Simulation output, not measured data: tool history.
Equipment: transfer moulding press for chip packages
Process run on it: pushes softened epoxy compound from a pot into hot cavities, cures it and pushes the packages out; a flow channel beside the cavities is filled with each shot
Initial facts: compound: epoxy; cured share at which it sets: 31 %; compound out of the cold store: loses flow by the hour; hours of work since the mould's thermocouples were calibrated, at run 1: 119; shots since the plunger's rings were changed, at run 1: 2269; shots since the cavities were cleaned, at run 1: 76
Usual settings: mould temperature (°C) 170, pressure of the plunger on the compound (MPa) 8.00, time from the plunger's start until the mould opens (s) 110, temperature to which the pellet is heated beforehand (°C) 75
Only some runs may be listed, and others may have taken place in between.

run    hour  mould temperature (°C)  pressure of the plunger on the compound (MPa)  time from the plunger's start until the mould opens (s)  temperature to which the pellet is heated beforehand (°C)  hours of work since the mould's thermocouples were calibrated  shots since the plunger's rings were changed  shots since the cavities were cleaned  incoming compound's hours out of the cold store  length that the compound runs in the flow channel (mm)  greatest force on the pins that push the packages out (N)
  1     0.0                     170                                           8.00                                                      110                                                         75                                                            119                                          2269                                     76                                             38.9                                                     567                                                        229
       69.1  -- cavities cleaned with cleaning compound and waxed
  2    97.8                     170                                           8.00                                                      110                                                         81                                                            176                                          3264                                    297                                             38.0                                                     555                                                        293
      142.8  -- cavities cleaned with cleaning compound and waxed
  3   185.1                     170                                           6.08                                                      110                                                         75                                                            227                                          4150                                    437                                             23.2                                                     527                                                        336
      215.6  -- cavities cleaned with cleaning compound and waxed
      241.7  -- plunger's sealing rings changed
  4   243.2                     170                                           8.00                                                      110                                                         75                                                            258                                            15                                    259                                             23.3                                                     637                                                        290
      294.2  -- cavities cleaned with cleaning compound and waxed
  5   299.1                     170                                           8.00                                                      110                                                         75                                                            291                                           577                                     50                                             48.0                                                     551                                                        215
  6   355.3                     170                                           6.83                                                      110                                                         75                                                            324                                          1158                                    631                                             25.9                                                     569                                                        359
      371.1  -- cavities cleaned with cleaning compound and waxed
  7   417.5                     170                                           6.83                                                      110                                                         75                                                            359                                          1785                                    479                                              8.5                                                     620                                                        341
      446.0  -- cavities cleaned with cleaning compound and waxed
  8   494.1                     170                                           8.00                                                      110                                                         75                                                            404                                          2561                                    497                                             26.0                                                     608                                                        342
      520.2  -- cavities cleaned with cleaning compound and waxed
  9   558.1                     170                                           8.00                                                      110                                                         75                                                            441                                          3207                                    392                                             25.5                                                     604                                                        324
      593.3  -- cavities cleaned with cleaning compound and waxed
 10   612.8                     170                                           7.20                                                      136                                                         75                                                            472                                          3757                                    202                                             22.9                                                     584                                                        269
      624.0  -- mould's thermocouples calibrated
      667.9  -- cavities cleaned with cleaning compound and waxed
 11   676.0                     170                                           7.20                                                      136                                                         75                                                             30                                          4374                                     85                                             11.1                                                     612                                                        200
      708.9  -- plunger's sealing rings changed
 12   727.8                     166                                           7.80                                                      141                                                         75                                                             59                                           194                                    593                                             37.2                                                     587                                                        334
      750.7  -- cavities cleaned with cleaning compound and waxed
      824.2  -- cavities cleaned with cleaning compound and waxed
 13   832.0                     170                                           8.00                                                      141                                                         75                                                            119                                          1240                                     80                                             43.4                                                     560                                                        223
      902.5  -- cavities cleaned with cleaning compound and waxed
 14   907.0                     170                                           8.00                                                      141                                                         75                                                            162                                          1999                                     45                                             32.0                                                     592                                                        191
      974.8  -- cavities cleaned with cleaning compound and waxed
 15   986.7                     170                                           8.00                                                      141                                                         75                                                            208                                          2808                                    123                                             36.7                                                     573                                                        226
     1052.7  -- cavities cleaned with cleaning compound and waxed
 16  1063.3                     170                                           8.00                                                      141                                                         75                                                            252                                          3583                                    109                                             10.3                                                     656                                                        226
     1125.5  -- cavities cleaned with cleaning compound and waxed
 17  1157.3                     174                                           8.00                                                      141                                                         75                                                            307                                          4540                                    329                                             41.6                                                     540                                                        272

Hidden condition of the tool, last listed run before each entry between runs versus first listed run after:
Between runs 1 and 2: cavities cleaned with cleaning compound and waxed (hour 69.1)
  true mould temperature over the reading, C: 0.46 -> 0.54; pressure that reaches the compound, % of what is set: 94.68 -> 92.42; grip of the stained cavities, % over clean ones': 20.4 -> 57.5
  the result without the hidden state subtracted from the measured one, length that the compound runs in the flow channel (mm): -17 -> -24; greatest force on the pins that push the packages out (N): +37 -> +107
Between runs 2 and 3: cavities cleaned with cleaning compound and waxed (hour 142.8)
  true mould temperature over the reading, C: 0.54 -> 0.59; pressure that reaches the compound, % of what is set: 92.42 -> 90.43; grip of the stained cavities, % over clean ones': 57.5 -> 76.5
  the result without the hidden state subtracted from the measured one, length that the compound runs in the flow channel (mm): -24 -> -28; greatest force on the pins that push the packages out (N): +107 -> +143
Between runs 3 and 4: cavities cleaned with cleaning compound and waxed (hour 215.6); plunger's sealing rings changed (hour 241.7)
  true mould temperature over the reading, C: 0.59 -> 0.63; pressure that reaches the compound, % of what is set: 90.43 -> 99.86; grip of the stained cavities, % over clean ones': 76.5 -> 56.9
  the result without the hidden state subtracted from the measured one, length that the compound runs in the flow channel (mm): -28 -> -1; greatest force on the pins that push the packages out (N): +143 -> +102
Between runs 4 and 5: cavities cleaned with cleaning compound and waxed (hour 294.2)
  true mould temperature over the reading, C: 0.63 -> 0.67; pressure that reaches the compound, % of what is set: 99.86 -> 98.63; grip of the stained cavities, % over clean ones': 56.9 -> 14.5
  the result without the hidden state subtracted from the measured one, length that the compound runs in the flow channel (mm): -1 -> -5; greatest force on the pins that push the packages out (N): +102 -> +24
Between runs 6 and 7: cavities cleaned with cleaning compound and waxed (hour 371.1)
  true mould temperature over the reading, C: 0.71 -> 0.75; pressure that reaches the compound, % of what is set: 97.3 -> 95.85; grip of the stained cavities, % over clean ones': 94 -> 78.7
  the result without the hidden state subtracted from the measured one, length that the compound runs in the flow channel (mm): -10 -> -15; greatest force on the pins that push the packages out (N): +170 -> +147
Between runs 7 and 8: cavities cleaned with cleaning compound and waxed (hour 446.0)
  true mould temperature over the reading, C: 0.75 -> 0.8; pressure that reaches the compound, % of what is set: 95.85 -> 94.13; grip of the stained cavities, % over clean ones': 78.7 -> 86.4
  the result without the hidden state subtracted from the measured one, length that the compound runs in the flow channel (mm): -15 -> -21; greatest force on the pins that push the packages out (N): +147 -> +159
Between runs 8 and 9: cavities cleaned with cleaning compound and waxed (hour 520.2)
  true mould temperature over the reading, C: 0.8 -> 0.84; pressure that reaches the compound, % of what is set: 94.13 -> 92.79; grip of the stained cavities, % over clean ones': 86.4 -> 71
  the result without the hidden state subtracted from the measured one, length that the compound runs in the flow channel (mm): -21 -> -25; greatest force on the pins that push the packages out (N): +159 -> +130
Between runs 9 and 10: cavities cleaned with cleaning compound and waxed (hour 593.3)
  true mould temperature over the reading, C: 0.84 -> 0.88; pressure that reaches the compound, % of what is set: 92.79 -> 91.59; grip of the stained cavities, % over clean ones': 71 -> 45.9
  the result without the hidden state subtracted from the measured one, length that the compound runs in the flow channel (mm): -25 -> -28; greatest force on the pins that push the packages out (N): +130 -> +82
Between runs 10 and 11: mould's thermocouples calibrated (hour 624.0); cavities cleaned with cleaning compound and waxed (hour 667.9)
  true mould temperature over the reading, C: 0.88 -> 0.19; pressure that reaches the compound, % of what is set: 91.59 -> 90.23; grip of the stained cavities, % over clean ones': 45.9 -> 19.9
  the result without the hidden state subtracted from the measured one, length that the compound runs in the flow channel (mm): -28 -> -33; greatest force on the pins that push the packages out (N): +82 -> +34
Between runs 11 and 12: plunger's sealing rings changed (hour 708.9)
  true mould temperature over the reading, C: 0.19 -> 0.22; pressure that reaches the compound, % of what is set: 90.23 -> 99.07; grip of the stained cavities, % over clean ones': 19.9 -> 92.1
  the result without the hidden state subtracted from the measured one, length that the compound runs in the flow channel (mm): -33 -> -3; greatest force on the pins that push the packages out (N): +34 -> +161
Between runs 12 and 13: cavities cleaned with cleaning compound and waxed (hour 750.7); cavities cleaned with cleaning compound and waxed (hour 824.2)
  true mould temperature over the reading, C: 0.22 -> 0.29; pressure that reaches the compound, % of what is set: 99.07 -> 96.71; grip of the stained cavities, % over clean ones': 92.1 -> 22.5
  the result without the hidden state subtracted from the measured one, length that the compound runs in the flow channel (mm): -3 -> -10; greatest force on the pins that push the packages out (N): +161 -> +41
Between runs 13 and 14: cavities cleaned with cleaning compound and waxed (hour 902.5)
  true mould temperature over the reading, C: 0.29 -> 0.34; pressure that reaches the compound, % of what is set: 96.71 -> 95.12; grip of the stained cavities, % over clean ones': 22.5 -> 11.6
  the result without the hidden state subtracted from the measured one, length that the compound runs in the flow channel (mm): -10 -> -16; greatest force on the pins that push the packages out (N): +41 -> +20
Between runs 14 and 15: cavities cleaned with cleaning compound and waxed (hour 974.8)
  true mould temperature over the reading, C: 0.34 -> 0.4; pressure that reaches the compound, % of what is set: 95.12 -> 93.36; grip of the stained cavities, % over clean ones': 11.6 -> 28.3
  the result without the hidden state subtracted from the measured one, length that the compound runs in the flow channel (mm): -16 -> -21; greatest force on the pins that push the packages out (N): +20 -> +51
Between runs 15 and 16: cavities cleaned with cleaning compound and waxed (hour 1052.7)
  true mould temperature over the reading, C: 0.4 -> 0.45; pressure that reaches the compound, % of what is set: 93.36 -> 91.64; grip of the stained cavities, % over clean ones': 28.3 -> 28.2
  the result without the hidden state subtracted from the measured one, length that the compound runs in the flow channel (mm): -21 -> -30; greatest force on the pins that push the packages out (N): +51 -> +50
Between runs 16 and 17: cavities cleaned with cleaning compound and waxed (hour 1125.5)
  true mould temperature over the reading, C: 0.45 -> 0.51; pressure that reaches the compound, % of what is set: 91.64 -> 89.54; grip of the stained cavities, % over clean ones': 28.2 -> 61.5
  the result without the hidden state subtracted from the measured one, length that the compound runs in the flow channel (mm): -30 -> -32; greatest force on the pins that push the packages out (N): +50 -> +104

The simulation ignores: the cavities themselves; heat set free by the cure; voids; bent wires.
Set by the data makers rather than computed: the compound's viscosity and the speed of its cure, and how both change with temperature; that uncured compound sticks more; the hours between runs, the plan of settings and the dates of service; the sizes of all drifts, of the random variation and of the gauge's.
